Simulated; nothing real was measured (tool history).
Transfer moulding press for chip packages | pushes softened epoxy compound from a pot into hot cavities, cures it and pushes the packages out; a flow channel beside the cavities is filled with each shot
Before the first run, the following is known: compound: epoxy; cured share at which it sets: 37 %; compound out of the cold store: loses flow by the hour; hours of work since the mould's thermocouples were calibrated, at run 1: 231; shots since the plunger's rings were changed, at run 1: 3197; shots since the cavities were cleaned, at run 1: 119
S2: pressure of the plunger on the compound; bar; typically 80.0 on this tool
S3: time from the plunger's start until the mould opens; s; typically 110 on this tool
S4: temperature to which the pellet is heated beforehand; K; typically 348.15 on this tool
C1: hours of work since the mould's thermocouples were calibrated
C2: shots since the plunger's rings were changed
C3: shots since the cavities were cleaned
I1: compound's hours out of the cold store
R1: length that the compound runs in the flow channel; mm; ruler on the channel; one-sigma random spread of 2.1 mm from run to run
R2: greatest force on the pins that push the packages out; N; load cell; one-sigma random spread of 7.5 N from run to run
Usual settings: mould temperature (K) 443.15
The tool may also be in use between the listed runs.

Run 1, day 0.000: usual settings; C1 231; C2 3197; C3 119; I1 9.0. Result: R1 918 mm, R2 436 N.
Run 2, day 0.575: usual settings; C1 240; C2 3346; C3 268; I1 35.2. Result: R1 790 mm, R2 533 N.
Run 3, day 1.192: usual settings; C1 249; C2 3507; C3 429; I1 34.6. Result: R1 792 mm, R2 621 N.
At day 1.321: cavities cleaned with cleaning compound and waxed.
Run 4, day 2.050: usual settings; C1 260; C2 3715; C3 191; I1 15.3. Result: R1 885 mm, R2 737 N.
At day 3.104: cavities cleaned with cleaning compound and waxed.
Run 5, day 3.104: usual settings; C1 275; C2 3973; C3 0; I1 35.6. Result: R1 783 mm, R2 330 N.
Run 6, day 3.629: usual settings but S2 72.9 bar; C1 283; C2 4110; C3 137; I1 16.3. Result: R1 834 mm, R2 462 N.
At day 3.933: cavities cleaned with cleaning compound and waxed, once more.
Run 7, day 4.483: usual settings but S2 79.3 bar; C1 294; C2 4317; C3 144; I1 44.7. Result: R1 735 mm, R2 460 N.
Run 8, day 5.133: usual settings but S2 79.3 bar; C1 304; C2 4486; C3 313; I1 11.3. Result: R1 894 mm, R2 612 N.
At day 5.696: cavities cleaned with cleaning compound and waxed.
Run 9, day 6.142: usual settings but S2 79.3 bar; C1 318; C2 4733; C3 117; I1 32.7. Result: R1 785 mm, R2 430 N.
Run 10, day 7.162: usual settings but S2 79.3 bar, S4 356.15 K; C1 332; C2 4998; C3 382; I1 25.2. Result: R1 819 mm, R2 587 N.
At day 7.467: cavities cleaned with cleaning compound and waxed.
Run 11, day 8.054: usual settings but S4 341.15 K; C1 345; C2 5215; C3 153; I1 42.7. Result: R1 739 mm, R2 470 N.
At day 8.333: plunger's sealing rings changed.
Run 12, day 8.792: usual settings; C1 354; C2 120; C3 318; I1 31.6. Result: R1 834 mm, R2 556 N.
At day 9.362: cavities cleaned with cleaning compound and waxed.
Run 13, day 9.633: usual settings; C1 365; C2 323; C3 71; I1 36.9. Result: R1 803 mm, R2 399 N.
Run 14, day 10.604: usual settings; C1 379; C2 575; C3 323; I1 23.3. Result: R1 870 mm, R2 594 N.
At day 11.146: cavities cleaned with cleaning compound and waxed.
Run 15, day 11.696: usual settings but S2 84.3 bar, S4 343.15 K; C1 395; C2 844; C3 144; I1 23.5. Result: R1 890 mm, R2 485 N.
Run 16, day 12.729: usual settings but S2 84.3 bar, S4 343.15 K; C1 410; C2 1113; C3 413; I1 14.7. Result: R1 935 mm, R2 625 N.
At day 12.938: cavities cleaned with cleaning compound and waxed.
Run 17, day 13.762: usual settings but S2 84.3 bar, S4 343.15 K; C1 424; C2 1366; C3 215; I1 13.1. Result: R1 940 mm, R2 532 N.
At day 14.729: cavities cleaned with cleaning compound and waxed.
Run 18, day 14.754: usual settings but S2 75.9 bar, S4 343.15 K; C1 437; C2 1609; C3 7; I1 15.7. Result: R1 879 mm, R2 344 N.
Run 19, day 15.538: usual settings but S2 83.3 bar, S4 340.15 K; C1 449; C2 1813; C3 211; I1 13.8. Result: R1 930 mm, R2 534 N.
Run 20, day 16.033: usual settings but S2 80.1 bar, S4 356.15 K; C1 456; C2 1942; C3 340; I1 40.1. Result: R1 781 mm, R2 573 N.
At day 16.521: cavities cleaned with cleaning compound and waxed.
Run 21, day 16.967: usual settings but mould temperature (K) 451.15, S2 80.8 bar, S3 126 s, S4 339.15 K; C1 469; C2 2169; C3 116; I1 10.7. Result: R1 908 mm, R2 396 N.
Run 22, day 17.658: usual settings but mould temperature (K) 438.15, S2 76.6 bar; C1 479; C2 2349; C3 296; I1 11.1. Result: R1 913 mm, R2 763 N.
At day 18.271: cavities cleaned with cleaning compound and waxed.
Run 23, day 18.271: usual settings but mould temperature (K) 438.15, S2 76.6 bar; C1 487; C2 2493; C3 0; I1 9.5. Result: R1 917 mm, R2 445 N.
Run 24, day 18.929: usual settings but mould temperature (K) 438.15, S2 76.6 bar; C1 497; C2 2665; C3 172; I1 13.6. Result: R1 898 mm, R2 634 N.
Run 25, day 19.558: usual settings but S2 92.9 bar; C1 506; C2 2829; C3 336; I1 8.6. Result: R1 1002 mm, R2 598 N.
At day 20.050: cavities cleaned with cleaning compound and waxed.
Run 26, day 20.525: usual settings but mould temperature (K) 447.15, S2 90.5 bar, S3 132 s; C1 519; C2 3064; C3 124; I1 13.5. Result: R1 947 mm, R2 399 N.
Run 27, day 21.308: usual settings but S2 83.3 bar, S4 344.15 K; C1 531; C2 3268; C3 328; I1 33.8. Result: R1 815 mm, R2 589 N.

Predict each of these 3 candidate next runs independently; none follows another, all start after run 27:
At day 21.825: cavities cleaned with cleaning compound and waxed.
Run A, day 22.283: usual settings but S2 68.1 bar, S3 122 s, S4 345.15 K; C1 544; C2 3506; C3 120; I1 33.3. Result: R1 ?, R2 ?.
At day 21.825: cavities cleaned with cleaning compound and waxed.
Run B, day 22.283: usual settings but mould temperature (K) 441.15, S3 91 s; C1 544; C2 3506; C3 120; I1 36.8. Result: R1 ?, R2 ?.
At day 21.825: cavities cleaned with cleaning compound and waxed.
Run C, day 22.283: usual settings but S2 60.9 bar; C1 544; C2 3506; C3 120; I1 46.4. Result: R1 ?, R2 ?.

run   R1   R2
  A  736  410
  B  786  666
  C  646  441
Stripped of hidden state, with their random variation kept, the same runs would have yielded:
run   R1   R2
  A  761  287
  B  812  440
  C  668  305
